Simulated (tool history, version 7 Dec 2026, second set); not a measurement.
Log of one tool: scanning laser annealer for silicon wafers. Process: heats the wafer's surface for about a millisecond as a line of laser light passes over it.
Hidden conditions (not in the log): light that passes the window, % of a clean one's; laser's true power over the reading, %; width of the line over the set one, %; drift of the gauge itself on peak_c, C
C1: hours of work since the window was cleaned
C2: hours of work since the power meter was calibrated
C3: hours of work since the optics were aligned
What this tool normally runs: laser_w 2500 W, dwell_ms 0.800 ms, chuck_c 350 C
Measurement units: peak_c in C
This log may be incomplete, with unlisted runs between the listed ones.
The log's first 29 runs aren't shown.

{"run": 30, "hour": 1919.6, "laser_w": 2738, "dwell_ms": 0.775, "chuck_c": 350, "C1": 161, "C2": 3748, "C3": 336, "peak_c": 1232}
{"run": 31, "hour": 1999.6, "laser_w": 2738, "dwell_ms": 0.775, "chuck_c": 350, "C1": 217, "C2": 3805, "C3": 392, "peak_c": 1219}
{"run": 32, "hour": 2058.2, "laser_w": 2500, "dwell_ms": 0.762, "chuck_c": 350, "C1": 259, "C2": 3846, "C3": 434, "peak_c": 1118}
{"run": 33, "hour": 2133.0, "laser_w": 2500, "dwell_ms": 0.762, "chuck_c": 350, "C1": 311, "C2": 3899, "C3": 486, "peak_c": 1115}
{"run": 34, "hour": 2183.0, "laser_w": 2500, "dwell_ms": 0.645, "chuck_c": 359, "C1": 347, "C2": 3934, "C3": 522, "peak_c": 1064}
{"run": 35, "hour": 2221.9, "laser_w": 2739, "dwell_ms": 0.592, "chuck_c": 378, "C1": 374, "C2": 3962, "C3": 549, "peak_c": 1134}
{"run": 36, "hour": 2261.4, "laser_w": 2495, "dwell_ms": 0.711, "chuck_c": 350, "C1": 402, "C2": 3989, "C3": 577, "peak_c": 1080}
{"hour": 2316.8, "done": "window over the wafer cleaned"}
{"run": 37, "hour": 2332.2, "laser_w": 2500, "dwell_ms": 0.685, "chuck_c": 383, "C1": 11, "C2": 4038, "C3": 625, "peak_c": 1135}

What if the next run were any one of these 3? Each begins from the tool's condition after run 37:
{"run": "A", "hour": 2398.6, "laser_w": 2279, "dwell_ms": 0.753, "chuck_c": 359, "C1": 58, "C2": 4085, "C3": 672, "peak_c": "?"}
{"run": "B", "hour": 2398.6, "laser_w": 2409, "dwell_ms": 0.729, "chuck_c": 326, "C1": 58, "C2": 4085, "C3": 672, "peak_c": "?"}
{"run": "C", "hour": 2398.6, "laser_w": 2167, "dwell_ms": 0.837, "chuck_c": 351, "C1": 58, "C2": 4085, "C3": 672, "peak_c": "?"}

run=A peak_c=1055
run=B peak_c=1056
run=C peak_c=1033
With the hidden condition removed and each run's random variation left untouched, the same runs would have given:
run=A peak_c=1088
run=B peak_c=1091
run=C peak_c=1066

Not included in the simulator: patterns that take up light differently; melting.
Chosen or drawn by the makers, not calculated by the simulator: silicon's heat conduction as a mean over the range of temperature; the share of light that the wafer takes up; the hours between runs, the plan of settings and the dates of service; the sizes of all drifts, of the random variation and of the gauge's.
